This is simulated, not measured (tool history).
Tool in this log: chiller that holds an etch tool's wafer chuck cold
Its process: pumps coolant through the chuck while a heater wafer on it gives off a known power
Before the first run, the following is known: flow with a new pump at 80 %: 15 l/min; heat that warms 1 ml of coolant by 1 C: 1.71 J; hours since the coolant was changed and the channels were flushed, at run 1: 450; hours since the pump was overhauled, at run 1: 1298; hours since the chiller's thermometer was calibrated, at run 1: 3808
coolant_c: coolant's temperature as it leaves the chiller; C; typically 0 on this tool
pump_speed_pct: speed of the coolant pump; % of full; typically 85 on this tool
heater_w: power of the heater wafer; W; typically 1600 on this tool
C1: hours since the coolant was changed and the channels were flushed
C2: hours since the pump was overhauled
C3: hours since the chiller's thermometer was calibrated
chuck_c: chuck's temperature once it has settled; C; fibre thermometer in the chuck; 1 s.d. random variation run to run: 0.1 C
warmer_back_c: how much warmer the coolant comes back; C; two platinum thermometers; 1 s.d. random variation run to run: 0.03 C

Run 1, day 0: usual settings; C1 450; C2 1298; C3 3808. Result: chuck_c 17.4 C, warmer_back_c 3.58 C.
Run 2, day 1.546: usual settings; C1 487; C2 1335; C3 3845. Result: chuck_c 17.6 C, warmer_back_c 3.61 C.
Run 3, day 4.004: usual settings; C1 546; C2 1394; C3 3904. Result: chuck_c 17.5 C, warmer_back_c 3.59 C.
Run 4, day 6.175: usual settings; C1 598; C2 1446; C3 3956. Result: chuck_c 17.7 C, warmer_back_c 3.59 C.
Run 5, day 7.758: usual settings; C1 636; C2 1484; C3 3994. Result: chuck_c 17.7 C, warmer_back_c 3.63 C.
Run 6, day 9.35: usual settings; C1 674; C2 1522; C3 4033. Result: chuck_c 17.7 C, warmer_back_c 3.63 C.
Run 7, day 12.042: usual settings; C1 739; C2 1587; C3 4097. Result: chuck_c 17.7 C, warmer_back_c 3.61 C.
Run 8, day 14.35: usual settings; C1 794; C2 1643; C3 4153. Result: chuck_c 17.6 C, warmer_back_c 3.6 C.
Run 9, day 15.717: usual settings; C1 827; C2 1675; C3 4185. Result: chuck_c 17.6 C, warmer_back_c 3.64 C.
At day 16.075: coolant pump overhauled.
Run 10, day 17.396: usual settings; C1 862; C2 32; C3 4221. Result: chuck_c 17.7 C, warmer_back_c 3.59 C.
Run 11, day 19.212: usual settings; C1 906; C2 75; C3 4264. Result: chuck_c 17.9 C, warmer_back_c 3.64 C.
At day 21.058: coolant pump overhauled, once more.
Run 12, day 21.321: usual settings but heater_w 1716 W; C1 951; C2 6; C3 4310. Result: chuck_c 18.8 C, warmer_back_c 3.75 C.
Run 13, day 23.925: usual settings but heater_w 1716 W; C1 1014; C2 69; C3 4372. Result: chuck_c 18.7 C, warmer_back_c 3.73 C.
Run 14, day 25.188: usual settings but pump_speed_pct 84 % of full, heater_w 1376 W; C1 1044; C2 99; C3 4403. Result: chuck_c 15.1 C, warmer_back_c 3.08 C.
Run 15, day 26.638: usual settings but coolant_c 5 C, pump_speed_pct 84 % of full, heater_w 1394 W; C1 1079; C2 134; C3 4438. Result: chuck_c 20.4 C, warmer_back_c 3.11 C.
Run 16, day 29.333: usual settings but coolant_c 5 C, pump_speed_pct 84 % of full, heater_w 1394 W; C1 1144; C2 199; C3 4502. Result: chuck_c 20.5 C, warmer_back_c 3.11 C.
Run 17, day 31.804: usual settings but coolant_c 9 C, pump_speed_pct 60 % of full, heater_w 1476 W; C1 1203; C2 258; C3 4562. Result: chuck_c 30.7 C, warmer_back_c 4.59 C.
At day 33.738: chiller's thermometer calibrated.
Run 18, day 34.158: usual settings but coolant_c -10 C, pump_speed_pct 74 % of full; C1 1259; C2 313; C3 10. Result: chuck_c 10.8 C, warmer_back_c 4.04 C.
Run 19, day 36.3: usual settings but coolant_c -6 C, pump_speed_pct 95 % of full, heater_w 1855 W; C1 1310; C2 365; C3 62. Result: chuck_c 13.7 C, warmer_back_c 3.69 C.
Run 20, day 37.854: usual settings but coolant_c -9 C, pump_speed_pct 74 % of full, heater_w 1641 W; C1 1347; C2 402; C3 99. Result: chuck_c 12.3 C, warmer_back_c 4.15 C.
Run 21, day 40.354: usual settings but coolant_c 7 C, heater_w 923 W; C1 1407; C2 462; C3 159. Result: chuck_c 18 C, warmer_back_c 2.1 C.
Run 22, day 42.775: usual settings but coolant_c 7 C, heater_w 923 W; C1 1465; C2 520; C3 217. Result: chuck_c 17.8 C, warmer_back_c 2.06 C.
Run 23, day 44.692: usual settings but pump_speed_pct 70 % of full, heater_w 1134 W; C1 1511; C2 566; C3 263. Result: chuck_c 15.6 C, warmer_back_c 3.02 C.

What if the next run were any one of these 5? Each begins from the tool's condition after run 23:
Run A, day 46.117: usual settings but coolant_c 6 C; C1 1546; C2 600; C3 297. Result: chuck_c ?, warmer_back_c ?.
Run B, day 46.117: usual settings but pump_speed_pct 70 % of full, heater_w 1387 W; C1 1546; C2 600; C3 297. Result: chuck_c ?, warmer_back_c ?.
Run C, day 46.117: usual settings but pump_speed_pct 67 % of full, heater_w 1841 W; C1 1546; C2 600; C3 297. Result: chuck_c ?, warmer_back_c ?.
Run D, day 46.117: usual settings but pump_speed_pct 70 % of full, heater_w 1973 W; C1 1546; C2 600; C3 297. Result: chuck_c ?, warmer_back_c ?.
Run E, day 46.117: usual settings but heater_w 1575 W; C1 1546; C2 600; C3 297. Result: chuck_c ?, warmer_back_c ?.

run  chuck_c  warmer_back_c
  A     24.8           3.52
  B       19           3.72
  C     26.1           5.15
  D     27.3           5.31
  E     18.4           3.49
The same runs, with their run-to-run variation unchanged, on a tool lacking any hidden condition would have given:
run  chuck_c  warmer_back_c
  A     23.4            3.5
  B     17.5            3.7
  C     24.1           5.11
  D     25.2           5.27
  E       17           3.46

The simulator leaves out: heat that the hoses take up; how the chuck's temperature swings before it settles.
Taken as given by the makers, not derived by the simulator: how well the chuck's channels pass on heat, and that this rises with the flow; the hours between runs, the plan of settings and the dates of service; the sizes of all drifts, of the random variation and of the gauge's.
